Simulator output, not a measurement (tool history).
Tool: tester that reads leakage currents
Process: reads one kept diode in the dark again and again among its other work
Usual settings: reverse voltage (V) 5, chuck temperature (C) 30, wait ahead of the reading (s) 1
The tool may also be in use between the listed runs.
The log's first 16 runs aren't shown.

run	day	reverse voltage (V)	chuck temperature (C)	wait ahead of the reading (s)	hours of work since the probe card was cleaned	hours of work since the tester was calibrated	hours of work since the chuck was calibrated	current that the tester gives (pA)
17	114.654	1.98	28	9.12	1090	1560	721	156.11
18	123.5	15.26	24	9.12	1229	1699	860	240.04
19	131.825	5	30	4.84	1361	1830	991	271.76
20	141.412	9.43	30	3.95	1511	1981	1142	349.95
21	146.662	4.76	38	1	1594	2064	1225	556.39
22	150.946	4.76	38	1	1662	2131	1292	555.66
23	159.858	5	38	0.83	1802	2272	1433	569.42
24	165.733	5	38	0.83	1894	2364	1525	570.86
25	174.183	1.67	59	0.31	2027	2497	1658	2136.43
26	179.546	5	29	7.24	2112	2582	1743	254.93
27	186.25	5	29	7.24	2217	2687	1848	255.92
28	191.2	5	21	4.75	2295	2765	1926	119.43
29	196.308	3.49	30	4.97	2376	2846	2007	243.44
30	202.433	5	38	1	2472	2942	2103	581.74
31	212.046	10	48	3.96	2624	3093	2254	1800.21

Run 32 comes next. What will it give?
32	221.067	19.38	21	0.52	2766	3235	2396	?

{"run 32": {"current that the tester gives (pA)": 223.84}}
Without the tool's hidden state the same run would have given current that the tester gives (pA) 196.95.
